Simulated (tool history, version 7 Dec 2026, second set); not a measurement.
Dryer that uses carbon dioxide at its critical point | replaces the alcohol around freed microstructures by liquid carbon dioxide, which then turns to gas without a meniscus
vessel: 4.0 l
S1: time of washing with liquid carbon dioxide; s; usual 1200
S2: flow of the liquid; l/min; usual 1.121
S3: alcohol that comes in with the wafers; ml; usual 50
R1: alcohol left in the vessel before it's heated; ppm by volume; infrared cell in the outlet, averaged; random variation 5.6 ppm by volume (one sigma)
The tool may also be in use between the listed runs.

run	hour	S1	S2	S3	R1
1	0	1200	1.121	50	285
2	19.4	1200	0.89	50	521
3	37.8	1200	1.121	50	312
4	81.5	1200	1.121	50	317
5	104.7	1200	1.121	50	349
6	132.8	1200	1.121	50	349
7	156.8	1200	1.121	50	361
8	195.3	1200	1.121	50	402
# hour 231: inlet filter changed
9	236.7	1320	1.32	24	173
10	262	1320	1.32	24	185
11	294.9	1320	1.32	24	181
12	330.8	1320	1.32	24	189
13	370.4	1020	0.97	24	482
14	397.6	840	1.23	43	701
15	439.3	1920	1.19	97	226
16	468.2	1080	1.32	29	325

Forecast each of these 5 alternatives for the next run:
# hour 474.1: inlet filter changed
A	504	1200	1.121	59	?
# hour 474.1: inlet filter changed
B	504	1560	1.25	42	?
# hour 474.1: inlet filter changed
C	504	1080	0.7	29	?
# hour 474.1: inlet filter changed
D	504	780	1.32	30	?
# hour 474.1: inlet filter changed
E	504	1200	1.121	33	?

run	R1
A	419
B	216
C	845
D	482
E	318
Without the tool's hidden state the same runs would have given:
run	R1
A	207
B	23
C	628
D	277
E	116
